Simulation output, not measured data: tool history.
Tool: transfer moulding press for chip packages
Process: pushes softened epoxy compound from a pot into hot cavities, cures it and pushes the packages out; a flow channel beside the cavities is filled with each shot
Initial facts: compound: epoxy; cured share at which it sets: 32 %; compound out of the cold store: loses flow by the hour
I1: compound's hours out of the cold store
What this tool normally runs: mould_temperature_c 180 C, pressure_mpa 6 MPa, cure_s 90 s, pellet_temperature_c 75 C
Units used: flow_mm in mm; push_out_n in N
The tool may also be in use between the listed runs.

Run 1, hour 0: usual settings; I1 45.1. Result: flow_mm 508 mm, push_out_n 394 N.
Run 2, hour 16.7: usual settings; I1 44.7. Result: flow_mm 505 mm, push_out_n 419 N.
At hour 37.4: cavities cleaned with cleaning compound and waxed.
Run 3, hour 55.5: usual settings; I1 31.4. Result: flow_mm 532 mm, push_out_n 341 N.
Run 4, hour 79.8: usual settings; I1 37.9. Result: flow_mm 514 mm, push_out_n 412 N.
Run 5, hour 102.8: usual settings; I1 12.1. Result: flow_mm 560 mm, push_out_n 437 N.
At hour 128.3: cavities cleaned with cleaning compound and waxed.
Run 6, hour 136.2: usual settings; I1 29.9. Result: flow_mm 525 mm, push_out_n 257 N.
Run 7, hour 151.9: usual settings; I1 36.6. Result: flow_mm 515 mm, push_out_n 369 N.
At hour 187.4: plunger's sealing rings changed.
Run 8, hour 187.4: usual settings; I1 33.3. Result: flow_mm 543 mm, push_out_n 428 N.
Run 9, hour 207.6: usual settings; I1 32.6. Result: flow_mm 539 mm, push_out_n 445 N.
At hour 222.8: cavities cleaned with cleaning compound and waxed.
Run 10, hour 228.6: usual settings but mould_temperature_c 176 C; I1 34. Result: flow_mm 544 mm, push_out_n 333 N.
Run 11, hour 262.9: usual settings but mould_temperature_c 176 C; I1 13.1. Result: flow_mm 591 mm, push_out_n 519 N.
At hour 282.1: mould's thermocouples calibrated.
Run 12, hour 283.5: usual settings but mould_temperature_c 176 C; I1 23. Result: flow_mm 566 mm, push_out_n 550 N.
At hour 316.9: cavities cleaned with cleaning compound and waxed.
Run 13, hour 318: usual settings but pellet_temperature_c 84 C; I1 18.6. Result: flow_mm 559 mm, push_out_n 217 N.
Run 14, hour 334: usual settings but pellet_temperature_c 83 C; I1 43. Result: flow_mm 509 mm, push_out_n 318 N.
Run 15, hour 364.6: usual settings but mould_temperature_c 181 C, pressure_mpa 5.92 MPa, pellet_temperature_c 83 C; I1 47.5. Result: flow_mm 503 mm, push_out_n 386 N.
Run 16, hour 401.9: usual settings but pellet_temperature_c 80 C; I1 26. Result: flow_mm 547 mm, push_out_n 434 N.
At hour 408.3: cavities cleaned with cleaning compound and waxed.
Run 17, hour 428.7: usual settings but mould_temperature_c 187 C, cure_s 128 s, pellet_temperature_c 66 C; I1 15.3. Result: flow_mm 547 mm, push_out_n 284 N.
Run 18, hour 452.5: usual settings but mould_temperature_c 175 C, cure_s 82 s, pellet_temperature_c 77 C; I1 19.6. Result: flow_mm 566 mm, push_out_n 692 N.
Run 19, hour 485.5: usual settings but mould_temperature_c 175 C, cure_s 122 s, pellet_temperature_c 78 C; I1 17.5. Result: flow_mm 567 mm, push_out_n 379 N.
At hour 500.9: cavities cleaned with cleaning compound and waxed.
Run 20, hour 509.2: usual settings but cure_s 122 s, pellet_temperature_c 70 C; I1 44.8. Result: flow_mm 499 mm, push_out_n 232 N.
Run 21, hour 544.7: usual settings but cure_s 117 s; I1 42.6. Result: flow_mm 504 mm, push_out_n 318 N.
Run 22, hour 560.7: usual settings but mould_temperature_c 184 C, pellet_temperature_c 73 C; I1 12.3. Result: flow_mm 551 mm, push_out_n 370 N.
At hour 592.6: cavities cleaned with cleaning compound and waxed.
Run 23, hour 596.5: usual settings but cure_s 86 s; I1 15.1. Result: flow_mm 557 mm, push_out_n 265 N.
At hour 614: plunger's sealing rings changed.
Run 24, hour 615.7: usual settings but cure_s 86 s; I1 31.3. Result: flow_mm 541 mm, push_out_n 393 N.
Run 25, hour 646.9: usual settings but pressure_mpa 4.7 MPa, cure_s 86 s, pellet_temperature_c 82 C; I1 33.8. Result: flow_mm 477 mm, push_out_n 423 N.
Run 26, hour 667.7: usual settings but mould_temperature_c 185 C, pressure_mpa 4.73 MPa, pellet_temperature_c 82 C; I1 43.8. Result: flow_mm 453 mm, push_out_n 369 N.
At hour 686.4: cavities cleaned with cleaning compound and waxed.
Run 27, hour 706.5: usual settings but mould_temperature_c 187 C, pressure_mpa 5.19 MPa, pellet_temperature_c 78 C; I1 42.8. Result: flow_mm 465 mm, push_out_n 298 N.

Results per run with the tool's hidden condition removed, run-to-run variation unchanged:
Hidden state at play: true mould temperature over the reading, C; pressure that reaches the compound, % of what is set; grip of the stained cavities, % over clean ones'; drift of the gauge itself on flow_mm, %; drift of the gauge itself on push_out_n, %.
run  flow_mm  push_out_n
  1      521         195
  2      519         200
  3      549         205
  4      531         207
  5      581         205
  6      546         192
  7      537         210
  8      544         203
  9      541         206
 10      547         254
 11      596         255
 12      573         265
 13      568         197
 14      518         198
 15      513         190
 16      560         200
 17      563         172
 18      584         341
 19      587         173
 20      518         175
 21      524         160
 22      574         174
 23      583         217
 24      542         222
 25      478         199
 26      456         172
 27      469         179
